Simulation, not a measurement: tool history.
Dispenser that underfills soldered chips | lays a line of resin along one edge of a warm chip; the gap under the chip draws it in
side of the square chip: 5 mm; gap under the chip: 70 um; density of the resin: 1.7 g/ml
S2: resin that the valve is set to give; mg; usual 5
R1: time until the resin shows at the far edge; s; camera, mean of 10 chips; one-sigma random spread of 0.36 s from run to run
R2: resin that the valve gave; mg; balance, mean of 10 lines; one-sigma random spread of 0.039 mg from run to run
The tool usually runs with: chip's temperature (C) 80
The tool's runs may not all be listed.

run 1 day=0 | chip's_temperature_(C)=80 S2=5 | R1=26 R2=4.85
run 2 day=0.154 | chip's_temperature_(C)=80 S2=6.37 | R1=18.5 R2=6.14
run 3 day=0.3 | chip's_temperature_(C)=73 S2=5 | R1=30.2 R2=4.85
run 4 day=0.492 | chip's_temperature_(C)=73 S2=5.61 | R1=39.4 R2=5.38
run 5 day=0.625 | chip's_temperature_(C)=73 S2=5.61 | R1=27.9 R2=5.4
run 6 day=0.75 | chip's_temperature_(C)=73 S2=5.61 | R1=32.7 R2=5.44
run 7 day=0.854 | chip's_temperature_(C)=80 S2=5 | R1=31.5 R2=4.76
run 8 day=0.971 | chip's_temperature_(C)=80 S2=5 | R1=20.6 R2=4.78
run 9 day=1.079 | chip's_temperature_(C)=80 S2=5 | R1=25.2 R2=4.77
run 10 day=1.167 | chip's_temperature_(C)=80 S2=5 | R1=29.1 R2=4.81
run 11 day=1.3 | chip's_temperature_(C)=84 S2=5 | R1=18.5 R2=4.79
run 12 day=1.421 | chip's_temperature_(C)=84 S2=5 | R1=21.3 R2=4.8
run 13 day=1.521 | chip's_temperature_(C)=84 S2=5 | R1=24.7 R2=4.69
run 14 day=1.667 | chip's_temperature_(C)=84 S2=5 | R1=28.7 R2=5
run 15 day=1.771 | chip's_temperature_(C)=80 S2=5 | R1=21.4 R2=5.02
run 16 day=1.933 | chip's_temperature_(C)=80 S2=5 | R1=27.6 R2=4.9
run 17 day=2.075 | chip's_temperature_(C)=80 S2=5 | R1=19.3 R2=4.95
run 18 day=2.183 | chip's_temperature_(C)=80 S2=5 | R1=22.3 R2=5.06
run 19 day=2.346 | chip's_temperature_(C)=80 S2=5 | R1=29.6 R2=4.87
run 20 day=2.467 | chip's_temperature_(C)=80 S2=5 | R1=20.3 R2=5
run 21 day=2.596 | chip's_temperature_(C)=68 S2=4.67 | R1=34.4 R2=4.74
run 22 day=2.738 | chip's_temperature_(C)=68 S2=4.67 | R1=44 R2=4.66
run 23 day=2.938 | chip's_temperature_(C)=68 S2=4.67 | R1=32.1 R2=4.7
run 24 day=3.054 | chip's_temperature_(C)=83 S2=5.26 | R1=24.8 R2=5.23
run 25 day=3.167 | chip's_temperature_(C)=88 S2=4.64 | R1=25.9 R2=4.62
run 26 day=3.371 | chip's_temperature_(C)=88 S2=4.64 | R1=19.4 R2=4.6
run 27 day=3.542 | chip's_temperature_(C)=67 S2=6.01 | R1=46.4 R2=5.85
run 28 day=3.662 | chip's_temperature_(C)=90 S2=5.79 | R1=15.7 R2=5.74
run 29 day=3.817 | chip's_temperature_(C)=85 S2=5.48 | R1=22.8 R2=5.36
run 30 day=3.962 | chip's_temperature_(C)=74 S2=6.3 | R1=22.9 R2=6.18
run 31 day=4.092 | chip's_temperature_(C)=79 S2=6.14 | R1=23.4 R2=6
run 32 day=4.246 | chip's_temperature_(C)=79 S2=6.14 | R1=30.7 R2=6.03
run 33 day=4.358 | chip's_temperature_(C)=83 S2=4.79 | R1=18.5 R2=4.74
run 34 day=4.467 | chip's_temperature_(C)=83 S2=4.79 | R1=22.3 R2=4.7
run 35 day=4.592 | chip's_temperature_(C)=86 S2=6.18 | R1=23.7 R2=6.06

Put back what was entered between runs (13 entries, withheld): which listed runs does each sit between, and how does the hidden state differ from the listed run before to the listed run after?
Runs 1 to 2: new syringe of resin (day 0.15)
  resin's viscosity, % of fresh resin's: 139.5 -> 100.2; dose that the valve gives, % of what is set: 96.6 -> 96.49
  measured minus no-state result, R1: +7.3 -> -0.3 s; R2: -0.17 -> -0.22 mg
Runs 4 to 5: new syringe of resin (day 0.525)
  resin's viscosity, % of fresh resin's: 170.5 -> 116.5; dose that the valve gives, % of what is set: 96.22 -> 96.13; true chip temperature over the reading, C: 0.6 -> 0.61
  measured minus no-state result, R1: +15.9 -> +3.5 s; R2: -0.21 -> -0.21 mg
Runs 7 to 8: new syringe of resin (day 0.904)
  resin's viscosity, % of fresh resin's: 166.3 -> 109.6; dose that the valve gives, % of what is set: 95.95 -> 95.86; true chip temperature over the reading, C: 0.62 -> 0.63
  measured minus no-state result, R1: +12.3 -> +1.5 s; R2: -0.2 -> -0.21 mg
Runs 10 to 11: new syringe of resin (day 1.279)
  resin's viscosity, % of fresh resin's: 149.1 -> 103.4; dose that the valve gives, % of what is set: 95.72 -> 95.62; true chip temperature over the reading, C: 0.64 -> 0.65
  measured minus no-state result, R1: +9.1 -> +0.3 s; R2: -0.21 -> -0.22 mg
Runs 13 to 14: dispensing valve cleaned and set on the balance (day 1.592)
  resin's viscosity, % of fresh resin's: 145.5 -> 171.6; dose that the valve gives, % of what is set: 95.46 -> 100.09; true chip temperature over the reading, C: 0.66 -> 0.67
  measured minus no-state result, R1: +7.5 -> +11.8 s; R2: -0.23 -> +0.01 mg
Runs 14 to 15: new syringe of resin (day 1.696)
  resin's viscosity, % of fresh resin's: 171.6 -> 113.7; dose that the valve gives, % of what is set: 100.09 -> 100.01
  measured minus no-state result, R1: +11.8 -> +2.3 s; R2: +0.01 -> +0 mg
Runs 16 to 17: new syringe of resin (day 2.067)
  resin's viscosity, % of fresh resin's: 146.3 -> 101.4; dose that the valve gives, % of what is set: 99.88 -> 99.79; true chip temperature over the reading, C: 0.68 -> 0.69
  measured minus no-state result, R1: +8.4 -> -0.1 s; R2: -0.01 -> -0.01 mg
Runs 19 to 20: new syringe of resin (day 2.442)
  resin's viscosity, % of fresh resin's: 154.1 -> 104.7; dose that the valve gives, % of what is set: 99.58 -> 99.49
  measured minus no-state result, R1: +10 -> +0.5 s; R2: -0.02 -> -0.02 mg
Runs 22 to 23: new syringe of resin (day 2.825)
  resin's viscosity, % of fresh resin's: 159.6 -> 117.5; dose that the valve gives, % of what is set: 99.28 -> 99.15; true chip temperature over the reading, C: 0.73 -> 0.74
  measured minus no-state result, R1: +15.7 -> +4.2 s; R2: -0.03 -> -0.04 mg
Runs 25 to 26: new syringe of resin (day 3.204)
  resin's viscosity, % of fresh resin's: 168.8 -> 129.9; dose that the valve gives, % of what is set: 98.97 -> 98.83; true chip temperature over the reading, C: 0.75 -> 0.76
  measured minus no-state result, R1: +10.3 -> +4.3 s; R2: -0.05 -> -0.05 mg
Runs 27 to 28: new syringe of resin (day 3.579)
  resin's viscosity, % of fresh resin's: 169.8 -> 112.4; dose that the valve gives, % of what is set: 98.7 -> 98.62; true chip temperature over the reading, C: 0.77 -> 0.78
  measured minus no-state result, R1: +18.4 -> +1.5 s; R2: -0.08 -> -0.08 mg
Runs 29 to 30: new syringe of resin (day 3.962)
  resin's viscosity, % of fresh resin's: 143.1 -> 100; dose that the valve gives, % of what is set: 98.51 -> 98.41; true chip temperature over the reading, C: 0.79 -> 0.8
  measured minus no-state result, R1: +6.7 -> -0.5 s; R2: -0.08 -> -0.1 mg
Runs 32 to 33: new syringe of resin (day 4.333)
  resin's viscosity, % of fresh resin's: 156.3 -> 106; dose that the valve gives, % of what is set: 98.18 -> 98.12; true chip temperature over the reading, C: 0.81 -> 0.82
  measured minus no-state result, R1: +10.4 -> +0.7 s; R2: -0.11 -> -0.09 mg

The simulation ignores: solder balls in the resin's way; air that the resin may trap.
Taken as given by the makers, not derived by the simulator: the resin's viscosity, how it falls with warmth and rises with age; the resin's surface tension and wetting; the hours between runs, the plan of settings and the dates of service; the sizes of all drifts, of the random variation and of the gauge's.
